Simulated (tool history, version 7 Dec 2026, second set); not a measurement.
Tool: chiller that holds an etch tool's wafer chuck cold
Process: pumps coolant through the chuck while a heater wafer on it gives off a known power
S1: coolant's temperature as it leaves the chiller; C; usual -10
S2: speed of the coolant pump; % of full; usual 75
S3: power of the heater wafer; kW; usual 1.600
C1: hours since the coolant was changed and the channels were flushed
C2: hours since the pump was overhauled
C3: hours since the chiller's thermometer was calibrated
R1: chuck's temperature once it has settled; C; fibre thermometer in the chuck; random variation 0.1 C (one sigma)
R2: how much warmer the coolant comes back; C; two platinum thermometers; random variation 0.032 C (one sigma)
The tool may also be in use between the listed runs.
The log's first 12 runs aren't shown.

run 13 hour=720.5 | S1=-15 S2=75 S3=1.600 | C1=1488 C2=2529 C3=127 | R1=3.1 R2=3.92
run 14 hour=771.8 | S1=-10 S2=75 S3=0.894 | C1=1540 C2=2581 C3=179 | R1=0.2 R2=2.21
run 15 hour=834.1 | S1=-10 S2=75 S3=0.894 | C1=1602 C2=2643 C3=241 | R1=0.2 R2=2.19
run 16 hour=918.5 | S1=-10 S2=75 S3=0.894 | C1=1686 C2=2727 C3=325 | R1=0.1 R2=2.20
run 17 hour=965.9 | S1=-10 S2=85 S3=1.337 | C1=1734 C2=2775 C3=373 | R1=4.0 R2=2.90
run 18 hour=1003.0 | S1=-10 S2=85 S3=1.337 | C1=1771 C2=2812 C3=410 | R1=3.8 R2=2.91
-- hour=1032.8 chiller's thermometer calibrated, once more
run 19 hour=1073.6 | S1=-10 S2=92 S3=1.470 | C1=1840 C2=2881 C3=41 | R1=4.7 R2=2.91
run 20 hour=1110.2 | S1=-2 S2=73 S3=2.102 | C1=1877 C2=2918 C3=77 | R1=23.3 R2=5.35
run 21 hour=1177.6 | S1=-2 S2=73 S3=2.102 | C1=1944 C2=2985 C3=145 | R1=23.4 R2=5.33
run 22 hour=1252.2 | S1=-10 S2=66 S3=1.600 | C1=2019 C2=3060 C3=219 | R1=10.8 R2=4.44
run 23 hour=1288.1 | S1=-2 S2=94 S3=0.882 | C1=2055 C2=3096 C3=255 | R1=6.7 R2=1.78
run 24 hour=1326.9 | S1=-2 S2=94 S3=0.882 | C1=2094 C2=3135 C3=294 | R1=6.8 R2=1.75
run 25 hour=1363.0 | S1=-18 S2=75 S3=1.279 | C1=2130 C2=3171 C3=330 | R1=-2.7 R2=3.17
run 26 hour=1404.6 | S1=-12 S2=75 S3=1.734 | C1=2171 C2=3212 C3=372 | R1=8.6 R2=4.29
run 27 hour=1464.6 | S1=-17 S2=75 S3=1.734 | C1=2231 C2=3272 C3=432 | R1=3.7 R2=4.28
run 28 hour=1543.3 | S1=-9 S2=91 S3=1.386 | C1=2310 C2=3351 C3=510 | R1=5.3 R2=2.77
run 29 hour=1618.4 | S1=-10 S2=96 S3=0.822 | C1=2385 C2=3426 C3=586 | R1=-2.0 R2=1.58
run 30 hour=1675.9 | S1=-10 S2=96 S3=0.822 | C1=2443 C2=3484 C3=643 | R1=-1.9 R2=1.58
run 31 hour=1725.8 | S1=-3 S2=78 S3=0.966 | C1=2492 C2=3533 C3=693 | R1=8.2 R2=2.30

Forecast each of these 3 alternatives for the next run:
run A hour=1779.5 | S1=-3 S2=78 S3=1.003 | C1=2546 C2=3587 C3=747 | R1=? R2=?
run B hour=1779.5 | S1=-3 S2=66 S3=1.356 | C1=2546 C2=3587 C3=747 | R1=? R2=?
run C hour=1779.5 | S1=-8 S2=75 S3=1.600 | C1=2546 C2=3587 C3=747 | R1=? R2=?

run=A R1=8.7 R2=2.45
run=B R1=15.0 R2=3.84
run=C R1=11.1 R2=4.00
Without the tool's hidden state the same runs would have given:
run=A R1=7.8 R2=2.28
run=B R1=13.7 R2=3.58
run=C R1=9.6 R2=3.73

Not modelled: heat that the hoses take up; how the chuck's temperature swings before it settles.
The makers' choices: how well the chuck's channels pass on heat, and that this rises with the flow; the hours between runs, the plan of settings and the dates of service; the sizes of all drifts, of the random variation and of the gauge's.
